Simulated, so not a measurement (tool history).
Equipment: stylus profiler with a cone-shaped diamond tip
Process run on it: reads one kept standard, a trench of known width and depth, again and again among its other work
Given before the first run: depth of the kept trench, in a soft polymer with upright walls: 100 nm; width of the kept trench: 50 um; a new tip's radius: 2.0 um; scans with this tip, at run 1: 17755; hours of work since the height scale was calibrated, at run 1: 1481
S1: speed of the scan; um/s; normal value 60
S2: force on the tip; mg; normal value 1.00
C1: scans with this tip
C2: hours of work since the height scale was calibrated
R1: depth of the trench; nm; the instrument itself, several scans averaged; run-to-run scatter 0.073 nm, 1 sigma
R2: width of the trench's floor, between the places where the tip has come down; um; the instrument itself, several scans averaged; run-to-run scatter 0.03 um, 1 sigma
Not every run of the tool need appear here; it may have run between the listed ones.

Run 1, day 0.000: usual settings; C1 17755; C2 1481. Result: R1 100.90 nm, R2 48.03 um.
Run 2, day 2.717: usual settings; C1 18243; C2 1522. Result: R1 100.96 nm, R2 48.01 um.
Run 3, day 7.192: usual settings; C1 19045; C2 1589. Result: R1 100.85 nm, R2 47.98 um.
Run 4, day 11.138: usual settings; C1 19753; C2 1648. Result: R1 100.93 nm, R2 47.99 um.
Run 5, day 15.471: usual settings; C1 20530; C2 1713. Result: R1 100.97 nm, R2 48.00 um.
At day 20.129: height scale calibrated on a step standard.
Run 6, day 20.617: usual settings but S2 0.84 mg; C1 21450; C2 7. Result: R1 101.25 nm, R2 47.97 um.
Run 7, day 25.867: usual settings but S2 0.37 mg; C1 22391; C2 86. Result: R1 101.21 nm, R2 47.77 um.
Run 8, day 30.512: usual settings but S2 0.37 mg; C1 23225; C2 155. Result: R1 101.03 nm, R2 47.74 um.
Run 9, day 35.912: usual settings but S2 0.37 mg; C1 24193; C2 236. Result: R1 101.13 nm, R2 47.74 um.
Run 10, day 38.971: usual settings; C1 24742; C2 282. Result: R1 101.29 nm, R2 47.93 um.
At day 43.179: height scale calibrated on a step standard, once more.
Run 11, day 43.179: usual settings; C1 25493; C2 0. Result: R1 100.43 nm, R2 47.88 um.
Run 12, day 47.642: usual settings; C1 26293; C2 67. Result: R1 100.48 nm, R2 47.87 um.
Run 13, day 52.546: usual settings; C1 27173; C2 140. Result: R1 100.41 nm, R2 47.83 um.
Run 14, day 55.308: usual settings but S2 1.28 mg; C1 27669; C2 182. Result: R1 100.44 nm, R2 47.95 um.
Run 15, day 58.946: usual settings but S2 1.28 mg; C1 28321; C2 236. Result: R1 100.47 nm, R2 47.85 um.
Run 16, day 61.675: usual settings; C1 28811; C2 277. Result: R1 100.44 nm, R2 47.83 um.
At day 62.388: new tip fitted, height scale calibrated.
Run 17, day 66.988: usual settings; C1 825; C2 69. Result: R1 100.33 nm, R2 48.37 um.
Run 18, day 70.879: usual settings but S1 18 um/s, S2 2.29 mg; C1 1523; C2 127. Result: R1 100.70 nm, R2 48.68 um.
Run 19, day 74.392: usual settings but S1 177 um/s, S2 0.77 mg; C1 2153; C2 180. Result: R1 100.41 nm, R2 47.66 um.
Run 20, day 79.412: usual settings but S2 1.35 mg; C1 3054; C2 255. Result: R1 100.62 nm, R2 48.42 um.
Run 21, day 82.212: usual settings but S1 128 um/s, S2 0.41 mg; C1 3556; C2 297. Result: R1 100.29 nm, R2 47.59 um.
Run 22, day 85.717: usual settings but S1 128 um/s, S2 0.41 mg; C1 4185; C2 349. Result: R1 100.36 nm, R2 47.62 um.
Run 23, day 90.621: usual settings but S1 128 um/s, S2 0.41 mg; C1 5065; C2 423. Result: R1 100.36 nm, R2 47.62 um.
Run 24, day 96.038: usual settings but S1 101 um/s; C1 6036; C2 504. Result: R1 100.64 nm, R2 48.07 um.
Run 25, day 99.312: usual settings but S1 101 um/s; C1 6624; C2 553. Result: R1 100.41 nm, R2 48.10 um.
Run 26, day 102.304: usual settings but S1 24 um/s, S2 0.52 mg; C1 7161; C2 598. Result: R1 100.50 nm, R2 48.41 um.
Run 27, day 105.850: usual settings but S1 52 um/s, S2 1.36 mg; C1 7796; C2 651. Result: R1 100.62 nm, R2 48.28 um.
Run 28, day 109.962: usual settings but S1 197 um/s, S2 2.13 mg; C1 8535; C2 712. Result: R1 100.89 nm, R2 47.84 um.
Run 29, day 113.296: usual settings but S1 80 um/s, S2 1.22 mg; C1 9132; C2 762. Result: R1 100.57 nm, R2 48.13 um.
Run 30, day 116.225: usual settings but S1 80 um/s, S2 0.47 mg; C1 9658; C2 806. Result: R1 100.46 nm, R2 47.88 um.
Run 31, day 119.242: usual settings but S1 80 um/s, S2 0.47 mg; C1 10199; C2 851. Result: R1 100.38 nm, R2 47.93 um.
Run 32, day 122.825: usual settings but S2 0.90 mg; C1 10842; C2 905. Result: R1 100.67 nm, R2 48.16 um.
Run 33, day 127.808: usual settings but S2 0.90 mg; C1 11736; C2 979. Result: R1 100.67 nm, R2 48.12 um.
Run 34, day 130.912: usual settings but S1 111 um/s, S2 2.61 mg; C1 12292; C2 1026. Result: R1 100.94 nm, R2 48.10 um.

Pick out some run-to-run changes in R1. Of each, how much would a tool without hidden state show as well, from the settings, what came in and chance, and how much is left for the hidden state and any gauge scatter not in both results compared?
What the log doesn't record here: radius of the tip, um; height scale over the true one, %; drift of the gauge itself on depth_nm, %; drift of the gauge itself on floor_um, %.
Run 5 -> 6: S2 1.00 -> 0.84, height scale calibrated on a step standard. R1 +0.28 nm: hidden state +0.23, all else +0.05.
Run 10 -> 11: height scale calibrated on a step standard, once more. R1 -0.86 nm: hidden state -0.97, all else +0.11.
Run 16 -> 17: new tip fitted, height scale calibrated. R1 -0.11 nm: hidden state -0.07, all else -0.04.
Run 17 -> 18: S1 60 -> 18, S2 1.00 -> 2.29. R1 +0.37 nm: hidden state +0.02, all else +0.35.
Run 20 -> 21: S1 60 -> 128, S2 1.35 -> 0.41. R1 -0.33 nm: hidden state +0.02, all else -0.35.
